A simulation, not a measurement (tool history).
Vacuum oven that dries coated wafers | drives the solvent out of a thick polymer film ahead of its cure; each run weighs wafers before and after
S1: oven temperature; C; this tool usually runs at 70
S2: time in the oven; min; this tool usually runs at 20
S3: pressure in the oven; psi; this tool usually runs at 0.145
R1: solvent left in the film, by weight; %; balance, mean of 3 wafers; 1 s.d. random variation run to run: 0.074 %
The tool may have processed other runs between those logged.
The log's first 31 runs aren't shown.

run 32 hour=456.7 | S1=70 S2=10 S3=0.473 | R1=11.5
run 33 hour=468.6 | S1=70 S2=12 S3=0.222 | R1=9.59
run 34 hour=478.2 | S1=70 S2=12 S3=0.222 | R1=9.72
run 35 hour=488.8 | S1=70 S2=12 S3=0.222 | R1=9.52
run 36 hour=508.6 | S1=70 S2=12 S3=0.222 | R1=9.72
run 37 hour=521.8 | S1=70 S2=12 S3=0.222 | R1=9.53
run 38 hour=530.7 | S1=70 S2=20 S3=0.102 | R1=5.92
run 39 hour=549.6 | S1=70 S2=20 S3=0.126 | R1=6
run 40 hour=569.1 | S1=72 S2=26 S3=0.096 | R1=3.57
run 41 hour=588.8 | S1=70 S2=11 S3=0.145 | R1=9.97
run 42 hour=606.2 | S1=70 S2=11 S3=0.145 | R1=9.68
run 43 hour=624.2 | S1=69 S2=25 S3=0.194 | R1=5.76
-- hour=628.9 oven's thermocouples calibrated
run 44 hour=638.7 | S1=69 S2=25 S3=0.307 | R1=5.9
run 45 hour=649 | S1=58 S2=13 S3=0.146 | R1=12.98
run 46 hour=665.7 | S1=84 S2=30 S3=0.094 | R1=0.64
run 47 hour=683.2 | S1=70 S2=20 S3=0.104 | R1=5.48

Each row is a separate what-if for the run after 47, all from the same tool condition, not one after another. Results?
run A hour=691.8 | S1=70 S2=35 S3=0.094 | R1=?
run B hour=691.8 | S1=73 S2=20 S3=0.09 | R1=?
run C hour=691.8 | S1=83 S2=17 S3=0.207 | R1=?
run D hour=691.8 | S1=75 S2=18 S3=0.493 | R1=?

run=A R1=2.65
run=B R1=4.17
run=C R1=2.2
run=D R1=5.9
With the hidden condition removed and each run's random variation left untouched, the same runs would have given:
run=A R1=2.33
run=B R1=3.9
run=C R1=2.01
run=D R1=5.64
